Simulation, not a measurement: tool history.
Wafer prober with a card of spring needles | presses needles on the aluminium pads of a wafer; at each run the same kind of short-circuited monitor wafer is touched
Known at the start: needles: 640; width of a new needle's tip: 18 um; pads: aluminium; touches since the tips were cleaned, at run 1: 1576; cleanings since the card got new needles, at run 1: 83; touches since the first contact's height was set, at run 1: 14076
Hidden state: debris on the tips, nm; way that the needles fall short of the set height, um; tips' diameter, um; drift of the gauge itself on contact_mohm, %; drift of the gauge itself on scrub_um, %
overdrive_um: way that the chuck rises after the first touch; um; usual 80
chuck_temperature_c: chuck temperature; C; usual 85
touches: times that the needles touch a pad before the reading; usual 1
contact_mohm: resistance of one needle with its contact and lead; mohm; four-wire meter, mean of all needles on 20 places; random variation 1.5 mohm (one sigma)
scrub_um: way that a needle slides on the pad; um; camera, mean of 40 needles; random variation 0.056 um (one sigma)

run   hour  overdrive_um  chuck_temperature_c  touches  touches since the tips were cleaned  cleanings since the card got new needles  touches since the first contact's height was set  contact_mohm  scrub_um
  1    0.0            80                   85        1                                 1576                                        83                                             14076           174     22.21
       0.9  -- tips cleaned on abrasive film
       5.0  -- tips cleaned on abrasive film
       9.1  -- tips cleaned on abrasive film
      13.2  -- tips cleaned on abrasive film
      17.3  -- tips cleaned on abrasive film
      21.4  -- tips cleaned on abrasive film
      25.5  -- tips cleaned on abrasive film
      29.6  -- tips cleaned on abrasive film
      33.8  -- tips cleaned on abrasive film
      37.9  -- tips cleaned on abrasive film
      42.0  -- tips cleaned on abrasive film
      46.1  -- tips cleaned on abrasive film
      50.2  -- tips cleaned on abrasive film
  2   52.7            80                   85        2                                 1620                                        96                                             47475           162     21.97
      53.6  -- tips cleaned on abrasive film
      57.7  -- tips cleaned on abrasive film
      61.8  -- tips cleaned on abrasive film
      65.9  -- tips cleaned on abrasive film
      70.0  -- tips cleaned on abrasive film
      74.1  -- tips cleaned on abrasive film
      78.2  -- tips cleaned on abrasive film
      82.3  -- tips cleaned on abrasive film
      86.4  -- tips cleaned on abrasive film
      90.5  -- tips cleaned on abrasive film
      94.6  -- tips cleaned on abrasive film
  3   95.3            80                   85        2                                  440                                       107                                             74479           151     21.67
      98.6  -- tips cleaned on abrasive film
     102.7  -- tips cleaned on abrasive film
     106.8  -- tips cleaned on abrasive film
     110.9  -- tips cleaned on abrasive film
     115.0  -- tips cleaned on abrasive film
     118.3  -- tips cleaned on abrasive film
     122.4  -- tips cleaned on abrasive film
     126.5  -- tips cleaned on abrasive film
     130.6  -- tips cleaned on abrasive film
     133.3  -- height of the first contact set anew
     135.0  -- tips cleaned on abrasive film
     138.3  -- tips cleaned on abrasive film
     142.4  -- tips cleaned on abrasive film
     145.7  -- tips cleaned on abrasive film
     149.8  -- tips cleaned on abrasive film
     153.9  -- tips cleaned on abrasive film
     157.3  -- tips cleaned on abrasive film
     161.4  -- tips cleaned on abrasive film
     165.5  -- tips cleaned on abrasive film
     168.8  -- tips cleaned on abrasive film
     172.9  -- tips cleaned on abrasive film
  4  175.3            66                   85        2                                 1593                                       127                                             26591           184     18.24
     176.2  -- tips cleaned on abrasive film
     180.3  -- tips cleaned on abrasive film
     184.4  -- tips cleaned on abrasive film
     188.5  -- tips cleaned on abrasive film
     192.6  -- tips cleaned on abrasive film
     196.7  -- tips cleaned on abrasive film
     200.8  -- tips cleaned on abrasive film
     204.9  -- tips cleaned on abrasive film
     209.0  -- tips cleaned on abrasive film
     212.4  -- tips cleaned on abrasive film
     216.5  -- tips cleaned on abrasive film
     220.6  -- tips cleaned on abrasive film
     223.9  -- tips cleaned on abrasive film
  5  224.1            80                   85        1                                  170                                       140                                             57486           147     21.88
     227.4  -- tips cleaned on abrasive film
     231.5  -- tips cleaned on abrasive film, once more
     234.8  -- tips cleaned on abrasive film
     238.9  -- tips cleaned on abrasive film
     243.0  -- tips cleaned on abrasive film
     247.1  -- tips cleaned on abrasive film
     251.3  -- tips cleaned on abrasive film
     255.4  -- tips cleaned on abrasive film
     259.5  -- tips cleaned on abrasive film
     263.6  -- tips cleaned on abrasive film
     267.7  -- tips cleaned on abrasive film
     271.8  -- tips cleaned on abrasive film
     275.9  -- tips cleaned on abrasive film
  6  276.4            80                   65        1                                  314                                       153                                             90609           153     21.53
     279.7  -- tips cleaned on abrasive film
     283.0  -- tips cleaned on abrasive film
     286.3  -- tips cleaned on abrasive film
     289.0  -- height of the first contact set anew
     290.7  -- tips cleaned on abrasive film
     294.8  -- tips cleaned on abrasive film
     298.9  -- tips cleaned on abrasive film
     303.0  -- tips cleaned on abrasive film
     307.1  -- tips cleaned on abrasive film
     311.2  -- tips cleaned on abrasive film
     315.3  -- tips cleaned on abrasive film
     319.4  -- tips cleaned on abrasive film
     323.5  -- tips cleaned on abrasive film
     327.6  -- tips cleaned on abrasive film
     331.7  -- tips cleaned on abrasive film
     335.8  -- tips cleaned on abrasive film
     339.9  -- tips cleaned on abrasive film
     344.0  -- tips cleaned on abrasive film
     348.1  -- tips cleaned on abrasive film
  7  348.1            80                   85        1                                    0                                       171                                             37455           147     22.13
     352.2  -- tips cleaned on abrasive film
     356.3  -- tips cleaned on abrasive film
     360.4  -- tips cleaned on abrasive film
     364.5  -- tips cleaned on abrasive film
     368.6  -- tips cleaned on abrasive film
     372.7  -- tips cleaned on abrasive film
     376.8  -- tips cleaned on abrasive film
     380.9  -- tips cleaned on abrasive film
     385.0  -- tips cleaned on abrasive film
     388.3  -- tips cleaned on abrasive film
     392.4  -- tips cleaned on abrasive film
     396.5  -- tips cleaned on abrasive film
     400.6  -- tips cleaned on abrasive film
     404.7  -- tips cleaned on abrasive film
  8  406.1            80                   29        1                                  887                                       185                                             74276           167     21.84
     408.6  -- tips cleaned on abrasive film
     411.9  -- tips cleaned on abrasive film
     416.0  -- tips cleaned on abrasive film
     420.1  -- tips cleaned on abrasive film
     423.4  -- tips cleaned on abrasive film
     427.5  -- tips cleaned on abrasive film
     431.6  -- tips cleaned on abrasive film
     435.7  -- tips cleaned on abrasive film
     439.8  -- tips cleaned on abrasive film
     443.9  -- tips cleaned on abrasive film
     445.0  -- height of the first contact set anew
     447.7  -- tips cleaned on abrasive film
  9  447.7            83                   31        3                                    0                                       196                                              1651           129     23.26
     451.8  -- tips cleaned on abrasive film
     455.9  -- tips cleaned on abrasive film
     460.0  -- tips cleaned on abrasive film
     464.1  -- tips cleaned on abrasive film
     468.2  -- tips cleaned on abrasive film
     472.3  -- tips cleaned on abrasive film
     475.6  -- tips cleaned on abrasive film
     479.7  -- tips cleaned on abrasive film
     483.8  -- tips cleaned on abrasive film
 10  484.1            80                   97        1                                  187                                       205                                             24751           152     22.16
     487.4  -- tips cleaned on abrasive film
     491.5  -- tips cleaned on abrasive film
     494.8  -- tips cleaned on abrasive film
     498.9  -- tips cleaned on abrasive film
     502.2  -- tips cleaned on abrasive film
     506.3  -- tips cleaned on abrasive film
     510.4  -- tips cleaned on abrasive film
     513.7  -- tips cleaned on abrasive film
     517.8  -- tips cleaned on abrasive film
     521.9  -- tips cleaned on abrasive film
     526.0  -- tips cleaned on abrasive film
     530.1  -- tips cleaned on abrasive film
     534.3  -- tips cleaned on abrasive film
     538.4  -- tips cleaned on abrasive film
     541.7  -- tips cleaned on abrasive film
     553.7  -- card fitted with new needles
     557.0  -- tips cleaned on abrasive film
     561.1  -- tips cleaned on abrasive film
 11  562.9            80                   97        1                                 1212                                         2                                              5899           162     22.27
     564.6  -- tips cleaned on abrasive film
     568.7  -- tips cleaned on abrasive film
     572.0  -- tips cleaned on abrasive film
     576.1  -- tips cleaned on abrasive film
     580.3  -- tips cleaned on abrasive film
     583.6  -- tips cleaned on abrasive film
     587.7  -- tips cleaned on abrasive film
     591.8  -- tips cleaned on abrasive film
     595.9  -- tips cleaned on abrasive film
     600.0  -- tips cleaned on abrasive film
     604.1  -- tips cleaned on abrasive film
     607.4  -- tips cleaned on abrasive film
     611.5  -- tips cleaned on abrasive film
     615.6  -- tips cleaned on abrasive film
     619.7  -- tips cleaned on abrasive film
     623.8  -- tips cleaned on abrasive film
 12  625.5            68                   93        2                                 1122                                        18                                             45561           160     18.63
     627.2  -- tips cleaned on abrasive film
     631.3  -- tips cleaned on abrasive film
     635.4  -- tips cleaned on abrasive film
     639.5  -- tips cleaned on abrasive film
     643.6  -- tips cleaned on abrasive film
     647.7  -- tips cleaned on abrasive film
     651.9  -- tips cleaned on abrasive film
     656.0  -- tips cleaned on abrasive film
     660.1  -- tips cleaned on abrasive film
     664.2  -- tips cleaned on abrasive film
     668.3  -- tips cleaned on abrasive film
     671.6  -- tips cleaned on abrasive film
     675.7  -- tips cleaned on abrasive film
     679.8  -- tips cleaned on abrasive film
     683.1  -- tips cleaned on abrasive film
     687.2  -- tips cleaned on abrasive film
     691.3  -- tips cleaned on abrasive film
 13  693.3            79                  111        2                                 1338                                        35                                             88562           161     21.35

3 ways to go on from here, each from the tool as it stands after run 13. What would each give?
     695.1  -- tips cleaned on abrasive film
     698.4  -- tips cleaned on abrasive film
     702.5  -- tips cleaned on abrasive film
     706.6  -- tips cleaned on abrasive film
     709.3  -- height of the first contact set anew
     711.0  -- tips cleaned on abrasive film
     715.1  -- tips cleaned on abrasive film
     718.4  -- tips cleaned on abrasive film
     722.5  -- tips cleaned on abrasive film
     726.6  -- tips cleaned on abrasive film
     729.9  -- tips cleaned on abrasive film
     734.0  -- tips cleaned on abrasive film
     738.1  -- tips cleaned on abrasive film
     742.2  -- tips cleaned on abrasive film
     746.3  -- tips cleaned on abrasive film
     750.4  -- tips cleaned on abrasive film
     754.5  -- tips cleaned on abrasive film
     758.6  -- tips cleaned on abrasive film
     762.7  -- tips cleaned on abrasive film
  A  763.2            93                   32        2                                  283                                        53                                             34134             ?         ?
     695.1  -- tips cleaned on abrasive film
     698.4  -- tips cleaned on abrasive film
     702.5  -- tips cleaned on abrasive film
     706.6  -- tips cleaned on abrasive film
     709.3  -- height of the first contact set anew
     711.0  -- tips cleaned on abrasive film
     715.1  -- tips cleaned on abrasive film
     718.4  -- tips cleaned on abrasive film
     722.5  -- tips cleaned on abrasive film
     726.6  -- tips cleaned on abrasive film
     729.9  -- tips cleaned on abrasive film
     734.0  -- tips cleaned on abrasive film
     738.1  -- tips cleaned on abrasive film
     742.2  -- tips cleaned on abrasive film
     746.3  -- tips cleaned on abrasive film
     750.4  -- tips cleaned on abrasive film
     754.5  -- tips cleaned on abrasive film
     758.6  -- tips cleaned on abrasive film
     762.7  -- tips cleaned on abrasive film
  B  763.2            80                   85        1                                  283                                        53                                             34134             ?         ?
     695.1  -- tips cleaned on abrasive film
     698.4  -- tips cleaned on abrasive film
     702.5  -- tips cleaned on abrasive film
     706.6  -- tips cleaned on abrasive film
     709.3  -- height of the first contact set anew
     711.0  -- tips cleaned on abrasive film
     715.1  -- tips cleaned on abrasive film
     718.4  -- tips cleaned on abrasive film
     722.5  -- tips cleaned on abrasive film
     726.6  -- tips cleaned on abrasive film
     729.9  -- tips cleaned on abrasive film
     734.0  -- tips cleaned on abrasive film
     738.1  -- tips cleaned on abrasive film
     742.2  -- tips cleaned on abrasive film
     746.3  -- tips cleaned on abrasive film
     750.4  -- tips cleaned on abrasive film
     754.5  -- tips cleaned on abrasive film
     758.6  -- tips cleaned on abrasive film
     762.7  -- tips cleaned on abrasive film
  C  763.2            79                  111        1                                  283                                        53                                             34134             ?         ?

run  contact_mohm  scrub_um
  A           130     25.70
  B           146     22.10
  C           150     21.81
Without the tool's hidden state the same runs would have given:
run  contact_mohm  scrub_um
  A           124     25.98
  B           135     22.38
  C           139     22.08
